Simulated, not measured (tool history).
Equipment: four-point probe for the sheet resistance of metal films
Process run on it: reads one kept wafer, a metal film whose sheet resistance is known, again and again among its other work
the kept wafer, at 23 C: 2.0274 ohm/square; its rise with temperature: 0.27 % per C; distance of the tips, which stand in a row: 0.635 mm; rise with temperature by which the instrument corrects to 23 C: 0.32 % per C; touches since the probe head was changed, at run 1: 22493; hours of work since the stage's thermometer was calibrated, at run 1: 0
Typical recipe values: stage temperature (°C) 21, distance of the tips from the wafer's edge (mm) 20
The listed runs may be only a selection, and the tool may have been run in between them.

| run | hour | stage temperature (°C) | distance of the tips from the wafer's edge (mm) | touches since the probe head was changed | hours of work since the stage's thermometer was calibrated | sheet resistance as the instrument gives it (ohm/square) |
|---|---|---|---|---|---|---|
| 1 | 0 | 21 | 20 | 22493 | 0 | 2.030911 |
| 2 | 53.3 | 21 | 20 | 23431 | 40 | 2.031311 |
| 3 | 111.8 | 21 | 20 | 24460 | 83 | 2.03091 |
| 4 | 164.3 | 21 | 20 | 25384 | 123 | 2.030378 |
| 5 | 201.6 | 21 | 14 | 26039 | 150 | 2.031599 |
| 6 | 238.9 | 21 | 14 | 26695 | 178 | 2.031765 |
| 7 | 268.9 | 21 | 14 | 27225 | 201 | 2.032393 |
| 8 | 326.5 | 21 | 25 | 28237 | 243 | 2.029793 |
| 9 | 389 | 20 | 20 | 29337 | 290 | 2.031993 |
| 10 | 420.2 | 19 | 20 | 29885 | 313 | 2.033163 |
| 11 | 449.3 | 19 | 20 | 30398 | 335 | 2.03277 |
| 12 | 489.6 | 19 | 20 | 31108 | 365 | 2.03219 |
| 13 | 544.4 | 19 | 20 | 32071 | 406 | 2.031985 |
| 14 | 572 | 21 | 20 | 32556 | 426 | 2.029895 |
| 15 | 613.1 | 21 | 20 | 33280 | 457 | 2.029643 |
| 16 | 673.2 | 21 | 20 | 34337 | 502 | 2.030133 |
| 17 | 732.5 | 21 | 20 | 35380 | 546 | 2.029382 |
| 18 | 783.1 | 21 | 20 | 36271 | 584 | 2.029205 |
| 19 | 815.8 | 25 | 45 | 36846 | 608 | 2.024557 |
| 20 | 854.2 | 24 | 18 | 37521 | 637 | 2.025617 |
| 21 | 890.8 | 20 | 7 | 38165 | 664 | 2.0381 |
| 22 | 920.1 | 22 | 7 | 38680 | 686 | 2.035706 |
| 23 | 959.6 | 22 | 7 | 39375 | 716 | 2.035606 |
| 24 | 1012.7 | 18 | 10 | 40310 | 755 | 2.035792 |
|  | 1016.1 | stage's thermometer calibrated |
| 25 | 1053.4 | 18 | 10 | 41017 | 28 | 2.034906 |
| 26 | 1097.3 | 23 | 5 | 41789 | 61 | 2.041668 |
| 27 | 1136.5 | 23 | 5 | 42479 | 90 | 2.042118 |
| 28 | 1186.6 | 28 | 3 | 43360 | 127 | 2.066643 |
| 29 | 1247 | 22 | 7 | 44424 | 172 | 2.034632 |
| 30 | 1294.1 | 31 | 3 | 45253 | 207 | 2.062544 |
| 31 | 1320.1 | 31 | 3 | 45709 | 227 | 2.063953 |
| 32 | 1357.1 | 31 | 3 | 46361 | 254 | 2.062899 |
|  | 1397.4 | stage's thermometer calibrated, once more |
| 33 | 1409.9 | 29 | 20 | 47280 | 9 | 2.02203 |
| 34 | 1462.4 | 28 | 4 | 48205 | 48 | 2.047772 |
| 35 | 1505.5 | 19 | 12 | 48963 | 81 | 2.034155 |
| 36 | 1559.6 | 32 | 7 | 49913 | 121 | 2.025262 |

What if the next run were any one of these 4? Each begins from the tool's condition after run 36:
| A | 1598.3 | 26 | 4 | 50595 | 150 | ? |
| B | 1598.3 | 19 | 6 | 50595 | 150 | ? |
| C | 1598.3 | 29 | 7 | 50595 | 150 | ? |
| D | 1598.3 | 26 | 3 | 50595 | 150 | ? |

| run | sheet resistance as the instrument gives it (ohm/square) |
|---|---|
| A | 2.050914 |
| B | 2.043262 |
| C | 2.02814 |
| D | 2.07026 |
Without the tool's unlogged condition, the same runs would have read:
| run | sheet resistance as the instrument gives it (ohm/square) |
|---|---|
| A | 2.051929 |
| B | 2.044279 |
| C | 2.029142 |
| D | 2.071284 |
